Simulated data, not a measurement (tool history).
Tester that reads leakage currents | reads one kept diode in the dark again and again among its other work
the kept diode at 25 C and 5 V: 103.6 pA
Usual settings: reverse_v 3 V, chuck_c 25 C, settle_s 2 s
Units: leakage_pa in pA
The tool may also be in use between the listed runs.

run 1 hour=0 | reverse_v=3 chuck_c=25 settle_s=2 | leakage_pa=79.07
run 2 hour=172.9 | reverse_v=3 chuck_c=25 settle_s=2 | leakage_pa=78.7
run 3 hour=308.3 | reverse_v=3 chuck_c=25 settle_s=2 | leakage_pa=78.21
run 4 hour=406.4 | reverse_v=3 chuck_c=25 settle_s=2 | leakage_pa=77.68
run 5 hour=615.2 | reverse_v=3 chuck_c=25 settle_s=2 | leakage_pa=76.38
-- hour=630.1 probe card cleaned and baked
-- hour=649.6 tester calibrated
run 6 hour=752 | reverse_v=3 chuck_c=25 settle_s=2 | leakage_pa=74.01
run 7 hour=932 | reverse_v=3 chuck_c=25 settle_s=2 | leakage_pa=73.09
-- hour=948.6 chuck's temperature calibrated
run 8 hour=1084.4 | reverse_v=9.6 chuck_c=38 settle_s=1.37 | leakage_pa=464.15
run 9 hour=1298.2 | reverse_v=7.5 chuck_c=38 settle_s=1.37 | leakage_pa=413.25
run 10 hour=1407.2 | reverse_v=7.5 chuck_c=38 settle_s=1.37 | leakage_pa=411.28
run 11 hour=1565.6 | reverse_v=6.51 chuck_c=32 settle_s=1.8 | leakage_pa=221.66
run 12 hour=1752.6 | reverse_v=3 chuck_c=38 settle_s=0.68 | leakage_pa=276.13
run 13 hour=1959.6 | reverse_v=8.74 chuck_c=25 settle_s=2 | leakage_pa=127.86

Forecast each of these 5 alternatives for the next run:
run A hour=2123.9 | reverse_v=8.74 chuck_c=39 settle_s=2 | leakage_pa=?
run B hour=2123.9 | reverse_v=8.74 chuck_c=25 settle_s=4.48 | leakage_pa=?
run C hour=2123.9 | reverse_v=1.83 chuck_c=41 settle_s=3.07 | leakage_pa=?
run D hour=2123.9 | reverse_v=10.27 chuck_c=58 settle_s=7.05 | leakage_pa=?
run E hour=2123.9 | reverse_v=8.74 chuck_c=25 settle_s=0.7 | leakage_pa=?

run=A leakage_pa=454.78
run=B leakage_pa=125.5
run=C leakage_pa=286.36
run=D leakage_pa=2413.37
run=E leakage_pa=129.27
Without the tool's hidden state the same runs would have given:
run=A leakage_pa=481.58
run=B leakage_pa=130.84
run=C leakage_pa=304.68
run=D leakage_pa=2553.76
run=E leakage_pa=134.6

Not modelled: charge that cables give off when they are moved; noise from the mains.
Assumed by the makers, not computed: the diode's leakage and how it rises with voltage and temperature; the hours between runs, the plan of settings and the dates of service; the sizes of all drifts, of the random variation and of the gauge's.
